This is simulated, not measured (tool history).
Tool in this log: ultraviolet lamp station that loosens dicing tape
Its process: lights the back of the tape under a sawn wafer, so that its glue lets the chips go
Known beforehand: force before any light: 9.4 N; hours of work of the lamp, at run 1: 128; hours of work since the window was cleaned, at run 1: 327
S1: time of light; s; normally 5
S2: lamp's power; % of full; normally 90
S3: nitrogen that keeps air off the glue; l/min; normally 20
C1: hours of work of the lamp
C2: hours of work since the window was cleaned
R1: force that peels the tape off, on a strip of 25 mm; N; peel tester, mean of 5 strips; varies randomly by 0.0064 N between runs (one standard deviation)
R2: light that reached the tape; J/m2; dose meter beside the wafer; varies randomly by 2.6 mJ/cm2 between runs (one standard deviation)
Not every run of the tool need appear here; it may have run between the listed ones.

{"run": 1, "day": 0.0, "S1": 5, "S2": 90, "S3": 20, "C1": 128, "C2": 327, "R1": 0.271, "R2": 2870}
{"run": 2, "day": 0.642, "S1": 2, "S2": 90, "S3": 20, "C1": 139, "C2": 338, "R1": 2.093, "R2": 1140}
{"run": 3, "day": 1.583, "S1": 2, "S2": 90, "S3": 20, "C1": 155, "C2": 355, "R1": 2.126, "R2": 1140}
{"run": 4, "day": 2.85, "S1": 5, "S2": 90, "S3": 20, "C1": 177, "C2": 376, "R1": 0.278, "R2": 2770}
{"run": 5, "day": 4.004, "S1": 5, "S2": 90, "S3": 20, "C1": 197, "C2": 396, "R1": 0.302, "R2": 2770}
{"run": 6, "day": 4.879, "S1": 8, "S2": 90, "S3": 20, "C1": 212, "C2": 411, "R1": 0.095, "R2": 4420}
{"run": 7, "day": 5.596, "S1": 4, "S2": 90, "S3": 20, "C1": 224, "C2": 424, "R1": 0.563, "R2": 2190}
{"day": 5.962, "done": "window cleaned of glue's vapour"}
{"run": 8, "day": 6.762, "S1": 4, "S2": 90, "S3": 20, "C1": 244, "C2": 14, "R1": 0.498, "R2": 2280}
{"run": 9, "day": 7.929, "S1": 5, "S2": 90, "S3": 20, "C1": 264, "C2": 34, "R1": 0.282, "R2": 2870}
{"run": 10, "day": 9.088, "S1": 9, "S2": 90, "S3": 20, "C1": 284, "C2": 54, "R1": 0.096, "R2": 5050}
{"run": 11, "day": 10.467, "S1": 9, "S2": 90, "S3": 20, "C1": 308, "C2": 78, "R1": 0.113, "R2": 5000}
{"run": 12, "day": 11.088, "S1": 9, "S2": 90, "S3": 20, "C1": 319, "C2": 88, "R1": 0.092, "R2": 4930}
{"run": 13, "day": 12.004, "S1": 9, "S2": 90, "S3": 20, "C1": 334, "C2": 104, "R1": 0.097, "R2": 4940}
{"run": 14, "day": 13.421, "S1": 9, "S2": 90, "S3": 20, "C1": 359, "C2": 128, "R1": 0.089, "R2": 4900}
{"run": 15, "day": 14.579, "S1": 9, "S2": 90, "S3": 20, "C1": 379, "C2": 148, "R1": 0.101, "R2": 4850}
{"run": 16, "day": 15.383, "S1": 9, "S2": 90, "S3": 20, "C1": 393, "C2": 162, "R1": 0.099, "R2": 4780}
{"run": 17, "day": 16.542, "S1": 6, "S2": 88, "S3": 13, "C1": 413, "C2": 182, "R1": 0.355, "R2": 3080}
{"run": 18, "day": 17.804, "S1": 5, "S2": 88, "S3": 26, "C1": 434, "C2": 204, "R1": 0.281, "R2": 2570}
{"run": 19, "day": 19.192, "S1": 5, "S2": 63, "S3": 26, "C1": 458, "C2": 228, "R1": 0.679, "R2": 1800}
{"run": 20, "day": 19.979, "S1": 5, "S2": 63, "S3": 26, "C1": 472, "C2": 241, "R1": 0.7, "R2": 1840}
{"run": 21, "day": 20.883, "S1": 5, "S2": 63, "S3": 26, "C1": 487, "C2": 257, "R1": 0.687, "R2": 1810}
{"run": 22, "day": 21.721, "S1": 5, "S2": 78, "S3": 20, "C1": 502, "C2": 271, "R1": 0.538, "R2": 2190}
{"run": 23, "day": 23.092, "S1": 3, "S2": 79, "S3": 36, "C1": 525, "C2": 295, "R1": 1.045, "R2": 1310}
{"run": 24, "day": 23.992, "S1": 5, "S2": 73, "S3": 20, "C1": 541, "C2": 311, "R1": 0.685, "R2": 2030}
{"run": 25, "day": 25.412, "S1": 5, "S2": 73, "S3": 20, "C1": 565, "C2": 335, "R1": 0.68, "R2": 1960}
{"run": 26, "day": 26.612, "S1": 5, "S2": 65, "S3": 20, "C1": 586, "C2": 356, "R1": 0.931, "R2": 1780}
{"run": 27, "day": 28.008, "S1": 5, "S2": 85, "S3": 13, "C1": 610, "C2": 380, "R1": 0.778, "R2": 2280}
{"run": 28, "day": 29.329, "S1": 5, "S2": 99, "S3": 20, "C1": 633, "C2": 402, "R1": 0.359, "R2": 2630}
{"run": 29, "day": 30.704, "S1": 7, "S2": 84, "S3": 20, "C1": 656, "C2": 426, "R1": 0.224, "R2": 3080}
{"day": 30.9, "done": "window cleaned of glue's vapour"}
{"run": 30, "day": 31.942, "S1": 8, "S2": 70, "S3": 20, "C1": 677, "C2": 18, "R1": 0.22, "R2": 3090}
{"run": 31, "day": 32.942, "S1": 8, "S2": 70, "S3": 20, "C1": 695, "C2": 35, "R1": 0.22, "R2": 3120}
{"run": 32, "day": 34.025, "S1": 8, "S2": 70, "S3": 20, "C1": 713, "C2": 54, "R1": 0.233, "R2": 3050}

Predict each of these 4 candidate next runs independently; none follows another, all start after run 32:
{"run": "A", "day": 35.433, "S1": 8, "S2": 90, "S3": 12, "C1": 738, "C2": 78, "R1": "?", "R2": "?"}
{"run": "B", "day": 35.433, "S1": 7, "S2": 62, "S3": 24, "C1": 738, "C2": 78, "R1": "?", "R2": "?"}
{"run": "C", "day": 35.433, "S1": 3, "S2": 82, "S3": 6, "C1": 738, "C2": 78, "R1": "?", "R2": "?"}
{"run": "D", "day": 35.433, "S1": 8, "S2": 68, "S3": 19, "C1": 738, "C2": 78, "R1": "?", "R2": "?"}

run=A R1=0.218 R2=3890
run=B R1=0.378 R2=2270
run=C R1=3.323 R2=1320
run=D R1=0.280 R2=2880
Take away the tool's hidden state, keep each run's random variation, and the runs would have read:
run=A R1=0.116 R2=5170
run=B R1=0.171 R2=3020
run=C R1=2.365 R2=1760
run=D R1=0.139 R2=3830
